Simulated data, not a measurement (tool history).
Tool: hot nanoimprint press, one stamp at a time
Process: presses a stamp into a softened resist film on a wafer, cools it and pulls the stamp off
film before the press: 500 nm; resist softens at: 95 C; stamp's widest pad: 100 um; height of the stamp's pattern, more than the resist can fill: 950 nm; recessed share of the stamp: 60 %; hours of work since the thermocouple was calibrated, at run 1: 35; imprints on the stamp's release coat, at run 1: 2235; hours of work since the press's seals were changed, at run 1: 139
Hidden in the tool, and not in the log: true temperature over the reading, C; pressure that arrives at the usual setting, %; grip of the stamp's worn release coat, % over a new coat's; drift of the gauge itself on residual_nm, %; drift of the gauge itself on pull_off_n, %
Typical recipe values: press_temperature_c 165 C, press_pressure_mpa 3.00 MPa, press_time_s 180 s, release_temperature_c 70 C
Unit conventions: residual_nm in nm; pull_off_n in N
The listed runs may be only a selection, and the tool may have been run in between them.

run,hour,press_temperature_c,press_pressure_mpa,press_time_s,release_temperature_c,hours of work since the thermocouple was calibrated,imprints on the stamp's release coat,hours of work since the press's seals were changed,residual_nm,pull_off_n
1,0.0,165,3.00,180,70,35,2235,139,204.4,162
2,36.4,165,3.00,180,70,53,2338,156,204.4,163
3,68.0,165,3.00,180,70,68,2428,171,203.6,159
# hour 79.6: stamp cleaned and given a new release coat
4,105.2,160,3.00,180,70,83,73,186,257.4,117
5,165.4,160,3.00,180,70,111,243,215,261.3,121
6,235.4,165,3.00,180,78,145,441,248,205.2,107
7,276.1,165,3.00,180,70,164,556,267,205.4,130
8,335.8,165,3.00,180,70,193,725,296,208.4,132
9,388.7,165,3.00,180,70,218,875,321,207.1,137
10,439.9,165,3.00,180,70,242,1020,345,210.2,134
11,490.2,165,3.00,180,70,266,1163,369,209.9,139
12,548.8,165,3.00,180,70,294,1328,397,210.2,149
13,620.4,165,3.00,180,70,328,1531,431,212.7,147
14,675.9,165,3.00,142,70,355,1688,458,230.6,152
# hour 742.6: plate thermocouple calibrated
15,746.4,165,3.00,142,70,2,1879,490,221.5,157
16,792.5,165,3.00,142,70,24,2010,512,222.2,155
17,837.2,177,3.76,91,72,45,2136,533,131.1,152
18,873.6,177,3.76,91,72,62,2239,551,133.1,153
19,918.5,157,3.53,112,61,84,2366,572,318.4,199
# hour 951.8: stamp cleaned and given a new release coat
20,959.8,161,4.24,112,61,101,22,589,240.6,138
21,997.9,161,4.24,112,61,119,130,607,244.7,133
22,1068.2,161,4.24,112,61,152,329,641,247.2,144
23,1121.7,161,4.24,112,61,178,481,666,244.1,149
24,1154.9,161,4.24,112,61,194,574,682,245.9,156
25,1206.5,161,4.24,112,61,218,721,707,248.5,156
26,1250.7,161,4.24,112,61,239,846,728,248.3,161
27,1320.6,176,4.08,187,73,273,1044,761,106.6,131
28,1366.6,158,2.18,180,60,295,1174,783,345.7,173
29,1421.4,158,2.18,180,60,321,1329,809,340.9,175

Below are 5 alternative next runs, each starting from the tool's condition after run 29. Predict each:
A,1481.1,165,3.12,116,70,349,1498,838,?,?
B,1481.1,165,3.00,180,62,349,1498,838,?,?
C,1481.1,158,2.18,180,56,349,1498,838,?,?
D,1481.1,169,3.00,180,70,349,1498,838,?,?
E,1481.1,158,3.79,180,60,349,1498,838,?,?

run,residual_nm,pull_off_n
A,243.2,147
B,216.6,169
C,339.6,188
D,179.5,149
E,269.2,177
With no hidden state in the tool, these same runs would have given:
run,residual_nm,pull_off_n
A,225.6,113
B,200.5,130
C,321.1,146
D,166.1,114
E,248.0,137

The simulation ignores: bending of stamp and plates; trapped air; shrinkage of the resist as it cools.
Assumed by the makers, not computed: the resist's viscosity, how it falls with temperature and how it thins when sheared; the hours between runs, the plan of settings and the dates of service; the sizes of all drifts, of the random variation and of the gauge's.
